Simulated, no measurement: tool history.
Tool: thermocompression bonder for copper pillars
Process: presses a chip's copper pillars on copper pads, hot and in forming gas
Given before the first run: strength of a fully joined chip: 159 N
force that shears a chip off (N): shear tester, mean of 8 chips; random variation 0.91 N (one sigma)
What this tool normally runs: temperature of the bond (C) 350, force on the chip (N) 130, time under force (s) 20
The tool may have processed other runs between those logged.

| run | hour | temperature of the bond (C) | force on the chip (N) | time under force (s) | force that shears a chip off (N) |
|---|---|---|---|---|---|
| 1 | 0.0 | 350 | 130 | 20 | 67.8 |
| 2 | 7.4 | 350 | 130 | 20 | 69.7 |
| 3 | 15.3 | 350 | 130 | 20 | 66.9 |
| 4 | 23.2 | 350 | 130 | 20 | 66.2 |
| 5 | 30.5 | 350 | 130 | 20 | 66.8 |
| 6 | 34.3 | 350 | 130 | 20 | 66.5 |
| 7 | 39.2 | 350 | 130 | 20 | 66.3 |
| 8 | 48.4 | 350 | 130 | 20 | 67.7 |
| 9 | 56.2 | 350 | 130 | 20 | 66.8 |
| 10 | 62.4 | 350 | 103 | 20 | 54.7 |
| 11 | 67.3 | 350 | 103 | 20 | 54.4 |
| 12 | 74.9 | 350 | 103 | 20 | 53.2 |
| 13 | 80.4 | 350 | 103 | 20 | 52.9 |
| 14 | 85.7 | 350 | 130 | 20 | 65.7 |
| 15 | 93.7 | 350 | 130 | 20 | 66.0 |
| 16 | 99.9 | 350 | 130 | 20 | 65.1 |
| 17 | 105.7 | 350 | 130 | 20 | 65.2 |
| 18 | 114.7 | 350 | 130 | 20 | 65.3 |
| 19 | 123.8 | 350 | 130 | 20 | 64.5 |
|  | 125.8 | force cell calibrated |
| 20 | 129.1 | 350 | 130 | 20 | 64.2 |
| 21 | 136.4 | 350 | 130 | 20 | 64.6 |
| 22 | 142.0 | 350 | 130 | 20 | 63.8 |
| 23 | 147.4 | 364 | 126 | 30 | 83.9 |
| 24 | 156.1 | 363 | 85 | 15 | 46.6 |
| 25 | 160.5 | 353 | 119 | 12 | 52.0 |
| 26 | 165.3 | 353 | 119 | 12 | 50.2 |
|  | 168.9 | force cell calibrated, once more |
| 27 | 175.7 | 368 | 132 | 50 | 103.2 |
| 28 | 180.1 | 368 | 92 | 50 | 79.8 |
|  | 184.4 | forming gas filter changed |
| 29 | 186.0 | 368 | 92 | 50 | 89.8 |
| 30 | 191.6 | 368 | 92 | 50 | 89.8 |
| 31 | 200.5 | 368 | 92 | 50 | 88.9 |
| 32 | 205.6 | 368 | 92 | 50 | 89.2 |
| 33 | 210.2 | 368 | 157 | 50 | 123.7 |
| 34 | 217.3 | 345 | 89 | 59 | 71.2 |
| 35 | 225.8 | 345 | 89 | 59 | 70.9 |
| 36 | 234.8 | 368 | 108 | 20 | 72.2 |
| 37 | 239.0 | 350 | 171 | 20 | 85.2 |
| 38 | 245.6 | 377 | 95 | 20 | 72.6 |

Run 39, settings as shown, results not yet in. Your forecast:
| 39 | 254.1 | 377 | 95 | 20 | ? |

{"run 39": {"force that shears a chip off (N)": 70.5}}
If the tool had no hidden condition, the same run with the same run-to-run variation would have returned force that shears a chip off (N) 77.7.

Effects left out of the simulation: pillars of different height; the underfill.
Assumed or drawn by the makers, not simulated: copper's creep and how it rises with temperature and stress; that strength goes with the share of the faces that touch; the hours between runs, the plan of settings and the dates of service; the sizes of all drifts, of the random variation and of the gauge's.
